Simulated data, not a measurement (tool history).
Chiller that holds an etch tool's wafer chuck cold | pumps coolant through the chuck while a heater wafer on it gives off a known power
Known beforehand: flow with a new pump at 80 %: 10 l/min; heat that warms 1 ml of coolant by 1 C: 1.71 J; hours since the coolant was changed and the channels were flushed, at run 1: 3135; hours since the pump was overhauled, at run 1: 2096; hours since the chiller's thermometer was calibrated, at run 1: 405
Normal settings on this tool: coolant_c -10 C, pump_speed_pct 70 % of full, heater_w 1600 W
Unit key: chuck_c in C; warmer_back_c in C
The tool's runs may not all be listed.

run	day	coolant_c	pump_speed_pct	heater_w	hours since the coolant was changed and the channels were flushed	hours since the pump was overhauled	hours since the chiller's thermometer was calibrated	chuck_c	warmer_back_c
1	0.000	-10	70	1600	3135	2096	405	2.4	6.40
2	1.221	-10	70	1600	3165	2125	434	2.2	6.34
3	3.762	-10	70	1600	3226	2186	495	2.3	6.32
# day 4.525: coolant changed, channels flushed
4	5.575	-12	70	1600	25	2224	532	0.3	6.28
5	7.612	-12	70	1467	74	2273	581	-0.8	5.74
6	8.996	-12	70	1467	107	2306	615	-0.7	5.79
7	11.508	-12	70	1467	168	2366	675	-0.8	5.75
8	13.529	-12	70	1467	216	2415	723	-0.9	5.72
9	15.317	-12	70	1467	259	2458	766	-0.8	5.65
10	16.517	-12	70	1467	288	2487	795	-0.9	5.70
11	18.754	-12	70	1467	341	2540	849	-0.7	5.70
12	20.092	-12	70	1467	374	2572	881	-0.7	5.62
13	21.646	-12	70	1467	411	2610	918	-0.6	5.61
14	22.950	-10	70	1600	442	2641	950	2.3	6.17
15	25.317	-10	70	1600	499	2698	1006	2.2	6.14
16	26.767	-10	70	1600	534	2733	1041	2.3	6.10
17	29.167	-20	64	1600	591	2790	1099	-6.9	6.70
18	30.558	-16	70	1444	625	2824	1132	-4.8	5.47
19	32.146	-16	70	1444	663	2862	1170	-4.9	5.47
20	33.808	-13	62	991	703	2902	1210	-4.7	4.15
# day 34.762: gauge calibrated
21	36.108	-13	62	991	758	2957	1265	-4.8	4.43
22	37.325	-1	70	1600	787	2986	1295	11.2	6.37
23	39.646	-14	66	1587	843	3042	1350	-1.6	6.69
24	41.158	-12	86	2042	879	3078	1387	1.7	6.61
25	43.258	-12	86	2042	930	3128	1437	1.6	6.65
26	44.383	-12	69	1205	957	3155	1464	-2.8	4.73
27	45.642	-5	93	1126	987	3186	1494	2.3	3.38
28	47.500	-5	93	1126	1031	3230	1539	2.2	3.35
29	49.679	-8	70	1483	1084	3282	1591	3.3	5.71
30	51.400	-4	63	1359	1125	3324	1632	7.0	5.79
31	52.767	-19	63	1359	1158	3357	1665	-7.9	5.86

Branching from run 31: 4 alternative next runs. What would each branch give?
A	54.858	-6	83	1039	1208	3407	1715	?	?
B	54.858	-3	98	1093	1208	3407	1715	?	?
C	54.858	-10	91	838	1208	3407	1715	?	?
D	54.858	-10	77	1388	1208	3407	1715	?	?

run	chuck_c	warmer_back_c
A	1.3	3.33
B	3.7	3.01
C	-4.5	2.45
D	0.0	4.82
With the hidden condition removed and each run's random variation left untouched, the same runs would have given:
run	chuck_c	warmer_back_c
A	1.3	3.50
B	3.7	3.18
C	-4.5	2.63
D	0.0	4.99
